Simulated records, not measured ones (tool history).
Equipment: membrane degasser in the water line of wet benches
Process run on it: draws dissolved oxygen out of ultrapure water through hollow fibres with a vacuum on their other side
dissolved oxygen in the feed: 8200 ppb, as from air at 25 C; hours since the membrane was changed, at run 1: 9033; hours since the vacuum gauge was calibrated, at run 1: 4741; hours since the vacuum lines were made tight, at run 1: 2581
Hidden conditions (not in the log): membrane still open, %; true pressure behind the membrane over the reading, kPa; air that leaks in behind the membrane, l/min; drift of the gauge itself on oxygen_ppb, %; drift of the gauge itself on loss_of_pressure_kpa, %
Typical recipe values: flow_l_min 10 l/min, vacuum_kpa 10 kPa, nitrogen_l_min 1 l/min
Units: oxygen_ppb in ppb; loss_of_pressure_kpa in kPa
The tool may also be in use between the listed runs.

| run | hour | flow_l_min | vacuum_kpa | nitrogen_l_min | hours since the membrane was changed | hours since the vacuum gauge was calibrated | hours since the vacuum lines were made tight | oxygen_ppb | loss_of_pressure_kpa |
|---|---|---|---|---|---|---|---|---|---|
| 1 | 0 | 10 | 10 | 1 | 9033 | 4741 | 2581 | 160.5 | 26.86 |
| 2 | 132.2 | 10 | 10 | 1 | 9165 | 4873 | 2713 | 160.2 | 26.55 |
| 3 | 245.9 | 10 | 10 | 1 | 9279 | 4987 | 2826 | 160.5 | 26.88 |
| 4 | 475 | 10 | 10 | 1 | 9508 | 5216 | 3055 | 161.1 | 26.9 |
| 5 | 588.2 | 10 | 10 | 1 | 9621 | 5329 | 3169 | 160.7 | 26.68 |
| 6 | 774.6 | 10 | 10 | 1 | 9808 | 5516 | 3355 | 161.2 | 26.81 |
| 7 | 1026.9 | 10 | 10 | 1 | 10060 | 5768 | 3607 | 160.2 | 26.67 |
| 8 | 1198.5 | 10 | 10 | 1 | 10231 | 5940 | 3779 | 160.6 | 26.73 |
| 9 | 1374.1 | 10 | 10 | 1 | 10407 | 6115 | 3955 | 160.1 | 26.82 |
| 10 | 1538.2 | 10 | 10 | 1 | 10571 | 6279 | 4119 | 161 | 26.66 |
|  | 1592 | seals of the vacuum lines changed |
|  | 1669.8 | membrane cartridge changed |
| 11 | 1669.8 | 10 | 10 | 1 | 0 | 6405 | 74 | 160.4 | 26.66 |
| 12 | 1933.2 | 10 | 10 | 1 | 263 | 6668 | 337 | 159.9 | 26.72 |
| 13 | 2087.2 | 10 | 10 | 1 | 417 | 6823 | 491 | 160.9 | 26.64 |
| 14 | 2214 | 10 | 10 | 1 | 544 | 6949 | 618 | 160.9 | 26.78 |
| 15 | 2331 | 10 | 10 | 1 | 661 | 7066 | 735 | 160.3 | 26.75 |
| 16 | 2553.4 | 10 | 10 | 1 | 884 | 7289 | 957 | 161.1 | 26.8 |
|  | 2749.9 | vacuum gauge calibrated |
| 17 | 2777.1 | 10 | 10 | 2.54 | 1107 | 27 | 1181 | 67.7 | 26.56 |
| 18 | 3001.8 | 10 | 10 | 2.54 | 1332 | 252 | 1405 | 67.4 | 26.63 |
| 19 | 3151.6 | 8 | 8.5 | 1 | 1481 | 402 | 1555 | 102 | 21.52 |
| 20 | 3425.7 | 8 | 8.5 | 1 | 1755 | 676 | 1829 | 102.2 | 21.33 |
| 21 | 3563 | 10 | 10 | 2.46 | 1893 | 813 | 1966 | 69.9 | 26.69 |
| 22 | 3779.6 | 10 | 10 | 1.13 | 2109 | 1030 | 2183 | 143.3 | 26.73 |
| 23 | 3891.2 | 6 | 6.7 | 1 | 2221 | 1141 | 2295 | 51.7 | 16.02 |
| 24 | 4111.6 | 6 | 6.7 | 1 | 2441 | 1362 | 2515 | 51.5 | 16.1 |
| 25 | 4342.5 | 15 | 10 | 0.79 | 2672 | 1593 | 2746 | 285.7 | 40.22 |
| 26 | 4524.7 | 10 | 23.7 | 0.8 | 2854 | 1775 | 2928 | 562.6 | 26.74 |
| 27 | 4678.9 | 13 | 10.8 | 2.37 | 3009 | 1929 | 3082 | 104.5 | 34.58 |
| 28 | 4796.3 | 13 | 10.8 | 2.37 | 3126 | 2046 | 3200 | 104 | 34.63 |
| 29 | 4911.2 | 10 | 10 | 0.93 | 3241 | 2161 | 3315 | 172.1 | 26.8 |
| 30 | 5061.4 | 10 | 10 | 2.7 | 3391 | 2312 | 3465 | 63.8 | 26.65 |
| 31 | 5278.6 | 10 | 13.8 | 0.42 | 3608 | 2529 | 3682 | 527.4 | 26.75 |
| 32 | 5391.7 | 8 | 13.8 | 0.42 | 3721 | 2642 | 3795 | 434.4 | 21.52 |
| 33 | 5616.3 | 8 | 13.8 | 0.42 | 3946 | 2866 | 4020 | 433.5 | 21.5 |

Consider 3 possible next runs. They are alternatives, not a sequence: every one starts from the tool as it was left by run 33. What does each give?
|  | 5781.5 | seals of the vacuum lines changed |
| A | 5820.6 | 10 | 10.5 | 1.47 | 4148 | 3069 | 39 | ? | ? |
|  | 5781.5 | seals of the vacuum lines changed |
| B | 5820.6 | 8 | 13.8 | 2.96 | 4148 | 3069 | 39 | ? | ? |
|  | 5781.5 | seals of the vacuum lines changed |
| C | 5820.6 | 10 | 10 | 0.66 | 4148 | 3069 | 39 | ? | ? |

| run | oxygen_ppb | loss_of_pressure_kpa |
|---|---|---|
| A | 120.5 | 26.59 |
| B | 72.1 | 21.44 |
| C | 233.7 | 26.69 |
The same runs, with their run-to-run variation unchanged, on a tool lacking any hidden condition would have given:
| run | oxygen_ppb | loss_of_pressure_kpa |
|---|---|---|
| A | 120.4 | 26.58 |
| B | 72.1 | 21.43 |
| C | 233.6 | 26.67 |
